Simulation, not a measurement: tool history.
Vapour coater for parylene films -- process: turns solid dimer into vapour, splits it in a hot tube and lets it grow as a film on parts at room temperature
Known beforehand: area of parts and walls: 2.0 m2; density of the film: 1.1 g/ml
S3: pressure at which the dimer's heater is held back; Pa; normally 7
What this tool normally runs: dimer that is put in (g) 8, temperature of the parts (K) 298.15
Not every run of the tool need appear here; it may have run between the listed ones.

run 1 hour=0 | dimer_that_is_put_in_(g)=8 temperature_of_the_parts_(K)=298.15 S3=7 | thickness_of_the_film_(um)=2.26
run 2 hour=56.2 | dimer_that_is_put_in_(g)=8 temperature_of_the_parts_(K)=298.15 S3=7 | thickness_of_the_film_(um)=2.26
run 3 hour=124.2 | dimer_that_is_put_in_(g)=8 temperature_of_the_parts_(K)=298.15 S3=7 | thickness_of_the_film_(um)=2.22
run 4 hour=157.6 | dimer_that_is_put_in_(g)=8 temperature_of_the_parts_(K)=298.15 S3=7 | thickness_of_the_film_(um)=2.22
run 5 hour=205.6 | dimer_that_is_put_in_(g)=8 temperature_of_the_parts_(K)=298.15 S3=7 | thickness_of_the_film_(um)=2.29
run 6 hour=273.6 | dimer_that_is_put_in_(g)=8 temperature_of_the_parts_(K)=298.15 S3=7 | thickness_of_the_film_(um)=2.21
run 7 hour=331.7 | dimer_that_is_put_in_(g)=5 temperature_of_the_parts_(K)=301.15 S3=2.74 | thickness_of_the_film_(um)=1.64
run 8 hour=373 | dimer_that_is_put_in_(g)=5 temperature_of_the_parts_(K)=301.15 S3=2.74 | thickness_of_the_film_(um)=1.6
run 9 hour=441.4 | dimer_that_is_put_in_(g)=14 temperature_of_the_parts_(K)=292.15 S3=11.1 | thickness_of_the_film_(um)=4.19
run 10 hour=479.1 | dimer_that_is_put_in_(g)=8 temperature_of_the_parts_(K)=298.15 S3=2.2 | thickness_of_the_film_(um)=3.01
-- hour=518.8 trap's valve overhauled
run 11 hour=532.1 | dimer_that_is_put_in_(g)=8 temperature_of_the_parts_(K)=298.15 S3=2.2 | thickness_of_the_film_(um)=2.98
run 12 hour=597.6 | dimer_that_is_put_in_(g)=8 temperature_of_the_parts_(K)=302.15 S3=5.96 | thickness_of_the_film_(um)=2.12

Below are 3 alternative next runs, each starting from the tool's condition after run 12. Predict each:
run A hour=630.3 | dimer_that_is_put_in_(g)=8 temperature_of_the_parts_(K)=302.15 S3=3.19 | thickness_of_the_film_(um)=?
run B hour=630.3 | dimer_that_is_put_in_(g)=8 temperature_of_the_parts_(K)=297.15 S3=3.89 | thickness_of_the_film_(um)=?
run C hour=630.3 | dimer_that_is_put_in_(g)=6 temperature_of_the_parts_(K)=298.15 S3=4 | thickness_of_the_film_(um)=?

run=A thickness_of_the_film_(um)=2.42
run=B thickness_of_the_film_(um)=2.63
run=C thickness_of_the_film_(um)=1.91
What these runs would have given with no unlogged condition in the tool:
run=A thickness_of_the_film_(um)=2.42
run=B thickness_of_the_film_(um)=2.63
run=C thickness_of_the_film_(um)=1.91

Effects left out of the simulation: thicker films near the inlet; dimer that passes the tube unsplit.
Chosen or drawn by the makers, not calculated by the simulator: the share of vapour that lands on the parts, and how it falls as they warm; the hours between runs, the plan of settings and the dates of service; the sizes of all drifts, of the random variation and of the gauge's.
